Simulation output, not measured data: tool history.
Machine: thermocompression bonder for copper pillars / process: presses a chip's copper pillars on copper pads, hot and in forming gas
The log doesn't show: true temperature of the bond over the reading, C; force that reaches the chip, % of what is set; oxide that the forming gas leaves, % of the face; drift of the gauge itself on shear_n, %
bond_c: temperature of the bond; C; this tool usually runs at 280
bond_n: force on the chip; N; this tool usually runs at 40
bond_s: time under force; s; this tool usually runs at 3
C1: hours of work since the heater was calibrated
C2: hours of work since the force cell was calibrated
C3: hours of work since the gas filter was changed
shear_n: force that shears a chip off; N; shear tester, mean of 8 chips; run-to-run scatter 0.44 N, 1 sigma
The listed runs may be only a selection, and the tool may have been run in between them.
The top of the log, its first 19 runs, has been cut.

{"run": 20, "day": 8.417, "bond_c": 280, "bond_n": 44, "bond_s": 3, "C1": 155, "C2": 459, "C3": 344, "shear_n": 46.6}
{"run": 21, "day": 8.758, "bond_c": 250, "bond_n": 44, "bond_s": 2, "C1": 159, "C2": 463, "C3": 348, "shear_n": 23.3}
{"run": 22, "day": 9.129, "bond_c": 301, "bond_n": 46, "bond_s": 5, "C1": 163, "C2": 467, "C3": 352, "shear_n": 73.0}
{"run": 23, "day": 9.754, "bond_c": 301, "bond_n": 46, "bond_s": 5, "C1": 171, "C2": 475, "C3": 359, "shear_n": 73.4}
{"run": 24, "day": 10.142, "bond_c": 301, "bond_n": 46, "bond_s": 5, "C1": 175, "C2": 479, "C3": 364, "shear_n": 72.4}
{"run": 25, "day": 10.475, "bond_c": 280, "bond_n": 44, "bond_s": 4, "C1": 179, "C2": 483, "C3": 368, "shear_n": 52.0}
{"run": 26, "day": 10.817, "bond_c": 309, "bond_n": 43, "bond_s": 6, "C1": 183, "C2": 487, "C3": 372, "shear_n": 78.8}
{"run": 27, "day": 11.283, "bond_c": 285, "bond_n": 43, "bond_s": 6, "C1": 189, "C2": 493, "C3": 378, "shear_n": 62.6}
{"run": 28, "day": 11.758, "bond_c": 285, "bond_n": 32, "bond_s": 5, "C1": 194, "C2": 498, "C3": 383, "shear_n": 47.6}
{"run": 29, "day": 12.362, "bond_c": 285, "bond_n": 33, "bond_s": 7, "C1": 202, "C2": 505, "C3": 390, "shear_n": 55.0}
{"run": 30, "day": 12.883, "bond_c": 270, "bond_n": 51, "bond_s": 3, "C1": 208, "C2": 512, "C3": 396, "shear_n": 45.1}
{"run": 31, "day": 13.4, "bond_c": 270, "bond_n": 51, "bond_s": 3, "C1": 214, "C2": 518, "C3": 403, "shear_n": 45.0}
{"run": 32, "day": 13.992, "bond_c": 296, "bond_n": 26, "bond_s": 2, "C1": 221, "C2": 525, "C3": 410, "shear_n": 34.2}
{"run": 33, "day": 14.354, "bond_c": 270, "bond_n": 26, "bond_s": 2, "C1": 225, "C2": 529, "C3": 414, "shear_n": 21.9}
{"run": 34, "day": 14.896, "bond_c": 268, "bond_n": 31, "bond_s": 9, "C1": 231, "C2": 535, "C3": 420, "shear_n": 45.7}
{"run": 35, "day": 15.396, "bond_c": 263, "bond_n": 45, "bond_s": 9, "C1": 237, "C2": 541, "C3": 426, "shear_n": 54.0}
{"run": 36, "day": 16.017, "bond_c": 263, "bond_n": 45, "bond_s": 9, "C1": 245, "C2": 548, "C3": 433, "shear_n": 55.0}

What does the tool deliver on the next run?
{"run": 37, "day": 16.638, "bond_c": 263, "bond_n": 45, "bond_s": 9, "C1": 252, "C2": 556, "C3": 441, "shear_n": "?"}

shear_n: 54.6 N
Had the tool carried no hidden state, the very same run would have given shear_n 53.8 N.
